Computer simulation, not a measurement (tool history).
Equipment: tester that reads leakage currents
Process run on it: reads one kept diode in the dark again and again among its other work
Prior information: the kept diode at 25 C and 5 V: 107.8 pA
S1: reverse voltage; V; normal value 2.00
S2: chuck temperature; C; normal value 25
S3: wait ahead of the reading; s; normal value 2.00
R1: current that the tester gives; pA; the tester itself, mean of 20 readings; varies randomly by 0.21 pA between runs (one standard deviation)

run	hour	S1	S2	S3	R1
1	0.0	2.00	25	2.00	69.04
2	35.5	2.00	25	2.00	69.37
3	96.4	2.00	25	2.00	69.49
4	125.6	2.00	25	2.00	69.01
5	160.0	2.00	32	2.00	113.67
6	187.6	4.79	25	2.00	108.40
7	241.9	1.20	25	2.00	53.03
8	282.3	1.20	25	2.00	52.78
9	345.1	1.20	25	2.00	53.01
10	392.6	1.20	25	2.00	52.85
11	450.5	1.20	25	2.00	52.94
12	485.5	3.04	25	2.00	85.64
13	540.3	3.04	25	2.00	85.14
14	597.7	2.00	34	2.00	129.08
15	634.4	2.00	34	2.00	128.81
16	687.8	1.58	45	0.85	237.10
17	736.3	1.58	45	0.85	236.60
18	766.7	16.52	43	1.26	696.58

Run 19 has not been measured yet. What should we expect?
19	799.9	16.52	43	1.26	?

R1: 692.73 pA
Had the tool carried no hidden state, the very same run would have given R1 690.17 pA.
